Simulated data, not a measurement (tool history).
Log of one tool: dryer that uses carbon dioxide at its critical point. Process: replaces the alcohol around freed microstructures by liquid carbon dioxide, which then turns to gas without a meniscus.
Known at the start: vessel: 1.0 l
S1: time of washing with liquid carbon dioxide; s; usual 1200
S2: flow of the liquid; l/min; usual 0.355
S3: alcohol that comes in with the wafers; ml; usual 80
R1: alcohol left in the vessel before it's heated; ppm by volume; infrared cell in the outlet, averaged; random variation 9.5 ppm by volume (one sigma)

{"run": 1, "hour": 0.0, "S1": 1200, "S2": 0.355, "S3": 80, "R1": 770}
{"run": 2, "hour": 46.6, "S1": 1200, "S2": 0.355, "S3": 80, "R1": 787}
{"run": 3, "hour": 81.3, "S1": 1200, "S2": 0.323, "S3": 80, "R1": 1159}
{"run": 4, "hour": 110.5, "S1": 1140, "S2": 0.355, "S3": 80, "R1": 952}
{"run": 5, "hour": 152.1, "S1": 1140, "S2": 0.355, "S3": 80, "R1": 991}
{"run": 6, "hour": 185.7, "S1": 1920, "S2": 0.447, "S3": 80, "R1": 79}
{"run": 7, "hour": 213.6, "S1": 1560, "S2": 0.218, "S3": 21, "R1": 633}
{"run": 8, "hour": 236.0, "S1": 1560, "S2": 0.218, "S3": 21, "R1": 621}
{"hour": 255.2, "done": "inlet filter changed"}
{"run": 9, "hour": 277.7, "S1": 1200, "S2": 0.387, "S3": 31, "R1": 224}
{"run": 10, "hour": 315.5, "S1": 1200, "S2": 0.387, "S3": 31, "R1": 228}

Measured less the same run without the tool's hidden state. The same run-to-run variation is in both; the gauge's scatter may not be:
The hidden state here: flow that reaches the vessel past the clogged filter, %; alcohol in the recycled carbon dioxide, ppm; drift of the gauge itself on alcohol_ppm, %.
run=1 R1=+201
run=2 R1=+223
run=3 R1=+299
run=4 R1=+273
run=5 R1=+300
run=6 R1=+73
run=7 R1=+202
run=8 R1=+204
run=9 R1=+87
run=10 R1=+91
